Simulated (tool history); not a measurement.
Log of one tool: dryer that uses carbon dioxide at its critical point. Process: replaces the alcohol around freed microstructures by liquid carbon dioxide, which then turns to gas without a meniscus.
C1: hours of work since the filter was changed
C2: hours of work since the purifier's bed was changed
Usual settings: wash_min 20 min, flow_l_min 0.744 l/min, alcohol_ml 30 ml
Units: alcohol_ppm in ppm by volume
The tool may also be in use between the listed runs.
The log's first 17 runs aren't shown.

Run 18, hour 112.5: usual settings but wash_min 26 min; C1 511; C2 227. Result: alcohol_ppm 81 ppm by volume.
Run 19, hour 118.9: usual settings but wash_min 26 min; C1 516; C2 231. Result: alcohol_ppm 82 ppm by volume.
Run 20, hour 128.5: usual settings but wash_min 26 min; C1 522; C2 238. Result: alcohol_ppm 86 ppm by volume.
At hour 138.0: inlet filter changed.
Run 21, hour 138.1: usual settings but wash_min 26 min; C1 0; C2 244. Result: alcohol_ppm 74 ppm by volume.
Run 22, hour 147.5: usual settings but wash_min 26 min; C1 7; C2 250. Result: alcohol_ppm 78 ppm by volume.
Run 23, hour 154.1: usual settings but flow_l_min 0.839 l/min, alcohol_ml 33 ml; C1 11; C2 255. Result: alcohol_ppm 102 ppm by volume.
Run 24, hour 161.5: usual settings but flow_l_min 0.839 l/min, alcohol_ml 86 ml; C1 16; C2 260. Result: alcohol_ppm 138 ppm by volume.
Run 25, hour 168.1: usual settings but flow_l_min 0.839 l/min, alcohol_ml 86 ml; C1 21; C2 265. Result: alcohol_ppm 143 ppm by volume.
Run 26, hour 174.5: usual settings but flow_l_min 0.839 l/min, alcohol_ml 86 ml; C1 25; C2 269. Result: alcohol_ppm 139 ppm by volume.
Run 27, hour 180.1: usual settings but flow_l_min 0.839 l/min, alcohol_ml 86 ml; C1 29; C2 273. Result: alcohol_ppm 145 ppm by volume.
Run 28, hour 185.1: usual settings but flow_l_min 0.839 l/min, alcohol_ml 86 ml; C1 33; C2 276. Result: alcohol_ppm 147 ppm by volume.
Run 29, hour 192.0: usual settings but wash_min 22 min, alcohol_ml 39 ml; C1 38; C2 281. Result: alcohol_ppm 123 ppm by volume.
Run 30, hour 196.0: usual settings but wash_min 22 min, alcohol_ml 39 ml; C1 40; C2 284. Result: alcohol_ppm 126 ppm by volume.
Run 31, hour 200.9: usual settings but wash_min 16 min, alcohol_ml 40 ml; C1 44; C2 287. Result: alcohol_ppm 274 ppm by volume.
Run 32, hour 210.2: usual settings but wash_min 14 min, flow_l_min 0.580 l/min, alcohol_ml 113 ml; C1 50; C2 294. Result: alcohol_ppm 2329 ppm by volume.
Run 33, hour 214.4: usual settings but wash_min 14 min, flow_l_min 0.580 l/min, alcohol_ml 113 ml; C1 53; C2 297. Result: alcohol_ppm 2400 ppm by volume.
Run 34, hour 220.2: usual settings but wash_min 14 min, flow_l_min 0.580 l/min, alcohol_ml 113 ml; C1 57; C2 301. Result: alcohol_ppm 2374 ppm by volume.
Run 35, hour 226.0: usual settings but wash_min 31 min, flow_l_min 0.914 l/min; C1 61; C2 305. Result: alcohol_ppm 95 ppm by volume.
Run 36, hour 235.5: usual settings but wash_min 13 min, flow_l_min 0.914 l/min, alcohol_ml 66 ml; C1 68; C2 312. Result: alcohol_ppm 444 ppm by volume.
Run 37, hour 244.5: usual settings but wash_min 19 min, flow_l_min 0.467 l/min, alcohol_ml 66 ml; C1 74; C2 318. Result: alcohol_ppm 1049 ppm by volume.
Run 38, hour 250.5: usual settings but wash_min 19 min, flow_l_min 1.085 l/min, alcohol_ml 32 ml; C1 78; C2 322. Result: alcohol_ppm 109 ppm by volume.
Run 39, hour 256.0: usual settings but wash_min 17 min, flow_l_min 0.884 l/min, alcohol_ml 32 ml; C1 82; C2 326. Result: alcohol_ppm 154 ppm by volume.
Run 40, hour 262.9: usual settings but wash_min 17 min, flow_l_min 0.884 l/min, alcohol_ml 32 ml; C1 87; C2 331. Result: alcohol_ppm 152 ppm by volume.

5 ways to go on from here, each from the tool as it stands after run 40. What would each give?
Run A, hour 268.6: usual settings but wash_min 12 min; C1 91; C2 335. Result: alcohol_ppm ?.
Run B, hour 268.6: usual settings but wash_min 19 min, flow_l_min 0.449 l/min, alcohol_ml 23 ml; C1 91; C2 335. Result: alcohol_ppm ?.
Run C, hour 268.6: usual settings but wash_min 17 min, flow_l_min 0.993 l/min, alcohol_ml 71 ml; C1 91; C2 335. Result: alcohol_ppm ?.
Run D, hour 268.6: usual settings but wash_min 16 min, flow_l_min 0.781 l/min, alcohol_ml 26 ml; C1 91; C2 335. Result: alcohol_ppm ?.
Run E, hour 268.6: usual settings but wash_min 13 min, flow_l_min 1.212 l/min, alcohol_ml 39 ml; C1 91; C2 335. Result: alcohol_ppm ?.

run  alcohol_ppm
  A          566
  B          483
  C          144
  D          201
  E          156
Without the tool's hidden state the same runs would have given:
run  alcohol_ppm
  A          453
  B          374
  C           47
  D          100
  E           56
